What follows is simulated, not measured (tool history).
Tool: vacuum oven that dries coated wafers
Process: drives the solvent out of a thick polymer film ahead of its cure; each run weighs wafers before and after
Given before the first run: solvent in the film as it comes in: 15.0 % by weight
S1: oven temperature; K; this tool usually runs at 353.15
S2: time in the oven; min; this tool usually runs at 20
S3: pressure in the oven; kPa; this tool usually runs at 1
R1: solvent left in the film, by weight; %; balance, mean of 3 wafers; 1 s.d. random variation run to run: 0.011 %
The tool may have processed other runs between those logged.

run,hour,S1,S2,S3,R1
1,0,353.15,20,1,0.99
2,10.9,353.15,20,1,1.01
3,20.7,353.15,21,1,0.89
4,35,353.15,20,1,1
5,48.2,353.15,20,1,1.01
6,65.1,353.15,20,1,1
7,80.5,353.15,20,1,0.98
8,94.1,353.15,20,1,0.98
9,101,353.15,20,1,0.99
10,113.1,353.15,20,1,0.97
11,126.2,353.15,20,1,0.99
12,134,353.15,20,1,0.99
13,143.2,353.15,20,1,0.99
14,154.3,353.15,20,1,0.98
15,169.2,353.15,11,1,2.86
16,176.7,353.15,11,1,2.85
17,189.3,353.15,21,1,0.87
18,198.9,340.15,20,1,3.12
19,213.2,340.15,20,1,3.16
20,220.5,367.15,17,1.23,0.29
21,237.3,353.15,15,2,1.9
22,251.5,342.15,14,2,4.39
23,259.9,350.15,14,2.27,2.71
24,275.1,350.15,14,2.27,3.05
25,283.5,362.15,23,3.56,0.69
26,290.6,343.15,18,1.92,3.5
27,302.2,343.15,27,0.74,1.72
28,309.4,353.15,13,0.97,2.46
29,325.9,353.15,13,0.97,2.46
30,333.5,346.15,31,1.67,1.21
31,347.8,352.15,20,0.99,1.26
32,360.3,354.15,18,3.35,1.73
33,371.1,352.15,29,2.45,0.92
34,385.4,353.15,10,3.8,3.99
35,397.9,353.15,10,3.8,3.99
36,411.3,353.15,10,3.88,3.99
37,425.1,353.15,14,1.91,2.35
38,438.8,355.15,20,1.49,0.99

Taken out of this log: 1 entry between the listed runs. Where each belongs, and how the hidden state differs across it:
Between runs 23 and 24: oven's thermocouples calibrated (hour 275.1)
  true wafer temperature over the reading, C: 1.55 -> -0.11; true pressure over the reading, kPa: 0.08 -> 0.082
  measured result minus the result with no hidden state, R1: -0.3 -> +0.04 %

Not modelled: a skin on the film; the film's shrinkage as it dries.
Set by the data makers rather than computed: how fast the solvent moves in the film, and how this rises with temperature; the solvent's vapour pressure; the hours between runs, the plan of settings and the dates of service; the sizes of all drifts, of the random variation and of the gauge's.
